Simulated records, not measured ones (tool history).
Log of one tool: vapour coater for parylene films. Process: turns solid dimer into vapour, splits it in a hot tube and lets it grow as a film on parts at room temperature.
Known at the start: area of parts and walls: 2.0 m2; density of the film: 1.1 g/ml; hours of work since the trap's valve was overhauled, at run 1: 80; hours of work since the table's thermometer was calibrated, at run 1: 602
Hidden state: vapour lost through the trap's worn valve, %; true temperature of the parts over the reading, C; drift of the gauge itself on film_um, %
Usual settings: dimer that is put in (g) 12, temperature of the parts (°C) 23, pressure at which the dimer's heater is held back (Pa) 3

run   hour  dimer that is put in (g)  temperature of the parts (°C)  pressure at which the dimer's heater is held back (Pa)  hours of work since the trap's valve was overhauled  hours of work since the table's thermometer was calibrated  thickness of the film (nm)
  1      0                        12                             23                                                       3                                                   80                                                         602                        4010
  2   21.4                         6                             23                                                       3                                                   96                                                         618                        1990
  3   40.3                         6                             23                                                       3                                                  110                                                         632                        1970
  4   54.1                        12                             23                                                       3                                                  121                                                         642                        3880
  5   68.3                        12                             30                                                       3                                                  131                                                         653                        2990
  6   95.4                        12                             30                                                       3                                                  152                                                         673                        3000
  7  122.7                        11                             30                                                       3                                                  172                                                         694                        2720
  8  141.1                        19                             30                                                       3                                                  186                                                         707                        4670
  9  156.9                        12                             23                                                       3                                                  198                                                         719                        3780
 10  177.7                        12                             23                                                       3                                                  213                                                         735                        3710
 11  198.5                        12                             20                                                       3                                                  229                                                         750                        4190
 12  221.4                        12                             23                                                       3                                                  246                                                         767                        3640
     242.6  -- trap's valve overhauled
 13  245.2                         9                             23                                                    6.81                                                    2                                                         782                        2700
 14  273.6                         9                             23                                                    6.81                                                   23                                                         803                        2660
 15  294.4                        21                             26                                                    6.81                                                   39                                                         819                        5650
 16  322.4                         9                             17                                                       3                                                   60                                                         840                        3830
 17  335.5                         6                             23                                                    2.21                                                   69                                                         849                        2220
 18    359                         6                             23                                                    2.21                                                   87                                                         867                        2120
 19  379.7                         6                             23                                                    2.21                                                  102                                                         882                        2170
 20  398.4                         6                             23                                                    2.21                                                  116                                                         896                        2110
 21  412.1                         6                             23                                                    2.21                                                  127                                                         907                        2100
 22  429.6                         6                             25                                                    2.21                                                  140                                                         920                        1980
 23  445.3                        18                             25                                                    2.21                                                  151                                                         931                        5790

Measured less the same run without the tool's hidden state. The same run-to-run variation is in both; the gauge's scatter may not be:
run  thickness of the film (nm)
  1                        -160
  2                         -80
  3                        -100
  4                        -210
  5                        -180
  6                        -210
  7                        -220
  8                        -400
  9                        -340
 10                        -370
 11                        -450
 12                        -430
 13                         +30
 14                         +10
 15                         -20
 16                         -50
 17                         -30
 18                         -50
 19                         -60
 20                         -80
 21                         -90
 22                         -90
 23                        -290
